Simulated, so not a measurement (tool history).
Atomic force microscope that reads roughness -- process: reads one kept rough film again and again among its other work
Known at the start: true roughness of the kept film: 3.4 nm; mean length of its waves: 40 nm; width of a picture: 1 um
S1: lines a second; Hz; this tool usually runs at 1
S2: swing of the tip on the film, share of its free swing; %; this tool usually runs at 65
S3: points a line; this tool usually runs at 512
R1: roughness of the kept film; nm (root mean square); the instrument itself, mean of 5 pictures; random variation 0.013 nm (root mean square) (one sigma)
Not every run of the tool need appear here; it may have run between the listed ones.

Run 1, hour 0: usual settings. Result: R1 3.103 nm (root mean square).
Run 2, hour 29.2: usual settings but S1 0.94 Hz. Result: R1 3.118 nm (root mean square).
Run 3, hour 56.5: usual settings but S1 0.61 Hz. Result: R1 3.136 nm (root mean square).
Run 4, hour 88.8: usual settings but S1 0.61 Hz. Result: R1 3.15 nm (root mean square).
Run 5, hour 123.6: usual settings but S1 0.61 Hz. Result: R1 3.135 nm (root mean square).
Run 6, hour 143.2: usual settings but S1 0.61 Hz. Result: R1 3.142 nm (root mean square).
Run 7, hour 161: usual settings but S2 68 %. Result: R1 3.107 nm (root mean square).
Run 8, hour 195.9: usual settings but S2 68 %. Result: R1 3.075 nm (root mean square).
Run 9, hour 232.2: usual settings but S2 68 %. Result: R1 3.083 nm (root mean square).
At hour 237.5: new tip fitted.
Run 10, hour 260.2: usual settings. Result: R1 3.12 nm (root mean square).
Run 11, hour 296.2: usual settings. Result: R1 3.113 nm (root mean square).
Run 12, hour 314.6: usual settings. Result: R1 3.083 nm (root mean square).
Run 13, hour 347.3: usual settings but S2 79 %. Result: R1 3.01 nm (root mean square).
Run 14, hour 375.3: usual settings but S2 79 %. Result: R1 3.023 nm (root mean square).
Run 15, hour 405: usual settings but S2 79 %. Result: R1 3.001 nm (root mean square).
Run 16, hour 420.2: usual settings but S2 79 %. Result: R1 3.024 nm (root mean square).
Run 17, hour 446.3: usual settings but S2 79 %. Result: R1 3.01 nm (root mean square).
Run 18, hour 479.7: usual settings but S2 79 %. Result: R1 3.034 nm (root mean square).
Run 19, hour 505.7: usual settings. Result: R1 3.092 nm (root mean square).
Run 20, hour 528.4: usual settings but S2 85 %. Result: R1 2.95 nm (root mean square).
Run 21, hour 553.5: usual settings but S2 82 %. Result: R1 2.97 nm (root mean square).
At hour 590.9: new tip fitted.
Run 22, hour 591.2: usual settings but S2 82 %. Result: R1 2.988 nm (root mean square).
Run 23, hour 618.3: usual settings but S2 82 %. Result: R1 3.017 nm (root mean square).
Run 24, hour 639.1: usual settings but S2 82 %. Result: R1 2.988 nm (root mean square).
Run 25, hour 674.9: usual settings but S2 75 %. Result: R1 3.036 nm (root mean square).
Run 26, hour 700.1: usual settings but S2 86 %. Result: R1 2.957 nm (root mean square).
Run 27, hour 716.7: usual settings but S1 2.2 Hz, S2 63 %. Result: R1 3.025 nm (root mean square).
Run 28, hour 733.9: usual settings but S1 0.89 Hz, S2 72 %, S3 770. Result: R1 3.099 nm (root mean square).
Run 29, hour 764.2: usual settings but S1 1.01 Hz, S2 60 %, S3 635. Result: R1 3.148 nm (root mean square).
Run 30, hour 791.8: usual settings but S1 1.01 Hz, S2 60 %, S3 635. Result: R1 3.143 nm (root mean square).
Run 31, hour 826.5: usual settings but S1 1.51 Hz, S2 64 %, S3 606. Result: R1 3.07 nm (root mean square).
Run 32, hour 850.6: usual settings but S1 1.51 Hz, S2 64 %, S3 606. Result: R1 3.08 nm (root mean square).
Run 33, hour 885.9: usual settings but S2 86 %, S3 343. Result: R1 2.93 nm (root mean square).
Run 34, hour 910.1: usual settings but S2 86 %, S3 343. Result: R1 2.932 nm (root mean square).
Run 35, hour 927.6: usual settings but S2 86 %, S3 343. Result: R1 2.955 nm (root mean square).
At hour 941.9: new tip fitted.
Run 36, hour 945.4: usual settings but S2 86 %, S3 343. Result: R1 2.963 nm (root mean square).
Run 37, hour 978.9: usual settings but S1 3.96 Hz, S2 82 %, S3 575. Result: R1 2.486 nm (root mean square).

The next listed run, before its measurement:
Run 38, hour 999.1: usual settings but S1 3.96 Hz, S2 82 %, S3 575. Result: R1 ?.

Run 38 produced R1 2.508 nm (root mean square).
With the hidden condition absent and the run-to-run variation left alone, this run would have shown R1 2.509 nm (root mean square).

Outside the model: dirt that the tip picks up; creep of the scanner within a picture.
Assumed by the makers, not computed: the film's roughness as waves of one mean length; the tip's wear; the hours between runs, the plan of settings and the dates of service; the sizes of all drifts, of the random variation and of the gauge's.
